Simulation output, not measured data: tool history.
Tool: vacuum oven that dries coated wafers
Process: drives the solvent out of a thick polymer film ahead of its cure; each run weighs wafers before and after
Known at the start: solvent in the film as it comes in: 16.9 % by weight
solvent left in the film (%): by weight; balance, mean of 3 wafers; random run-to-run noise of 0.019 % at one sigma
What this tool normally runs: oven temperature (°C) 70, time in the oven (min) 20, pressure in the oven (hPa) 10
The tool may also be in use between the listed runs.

run,day,oven temperature (°C),time in the oven (min),pressure in the oven (hPa),solvent left in the film (%)
1,0,70,20,10,2.17
2,0.662,70,20,10,2.17
3,1.725,70,20,10,2.23
4,2.25,70,20,10,2.24
5,3.179,70,20,10,2.24
6,3.796,70,20,10,2.18
7,4.496,70,20,10,2.22
8,5.179,70,20,10,2.17
9,5.996,63,20,10,3.5
10,6.538,63,20,10,3.48
11,7.246,70,20,10,2.18
12,8.275,70,20,10,2.21
13,9.233,70,20,10,2.23
14,10.246,70,20,10,2.25
15,11.262,70,12,10,3.62
16,12.354,70,20,10,2.24
17,12.962,70,20,10,2.23
18,13.975,71,20,10,2.11
19,14.558,71,20,10,2.07
20,15.262,71,20,10,2.1
21,15.712,71,20,10,2.08
22,16.596,70,12,10,3.58
23,17.375,70,14,10,3.11
# day 17.504: vacuum gauge cleaned of residue and calibrated
24,18.029,75,17,5.9,1.52
25,19.058,71,24,5.9,1.53
# day 19.258: vacuum gauge cleaned of residue and calibrated, once more
26,20.042,65,15,21.5,5.41
27,20.483,63,18,25,6.06
28,20.988,70,29,11.2,1.73
29,21.521,70,29,11.2,1.7
30,22.388,75,25,8.9,1.13
31,23.079,71,29,18.4,2.62
32,23.633,66,20,10,2.58
33,24.342,68,20,18.8,3.6
34,25.308,61,18,18.8,5.65
35,26.333,61,18,18.8,5.62
36,27.246,63,27,13.2,3.15
37,28.104,63,27,13.2,3.11
38,28.738,70,20,28.8,4.58
39,29.404,65,20,10,2.84
40,29.996,61,28,10,2.82
41,30.558,72,17,9.8,2.02
42,31.562,70,36,5.7,0.91
43,32.154,70,36,5.7,0.93
44,32.796,70,36,5.7,0.91
45,33.296,59,14,32.8,9.62
46,34.062,73,20,10,1.67

The logged runs with the hidden state left out (each run's random variation unchanged):
Hidden state at play: true wafer temperature over the reading, C; true pressure over the reading, kPa; drift of the gauge itself on solvent_pct, %.
run,solvent left in the film (%)
1,1.94
2,1.94
3,2
4,2
5,1.99
6,1.93
7,1.97
8,1.92
9,3.16
10,3.14
11,1.92
12,1.94
13,1.96
14,1.97
15,3.35
16,1.95
17,1.93
18,1.82
19,1.79
20,1.81
21,1.79
22,3.29
23,2.81
24,1.14
25,1.07
26,5.4
27,6.05
28,1.72
29,1.69
30,1.12
31,2.6
32,2.56
33,3.57
34,5.61
35,5.57
36,3.09
37,3.04
38,4.54
39,2.78
40,2.74
41,1.97
42,0.84
43,0.85
44,0.83
45,9.55
46,1.6

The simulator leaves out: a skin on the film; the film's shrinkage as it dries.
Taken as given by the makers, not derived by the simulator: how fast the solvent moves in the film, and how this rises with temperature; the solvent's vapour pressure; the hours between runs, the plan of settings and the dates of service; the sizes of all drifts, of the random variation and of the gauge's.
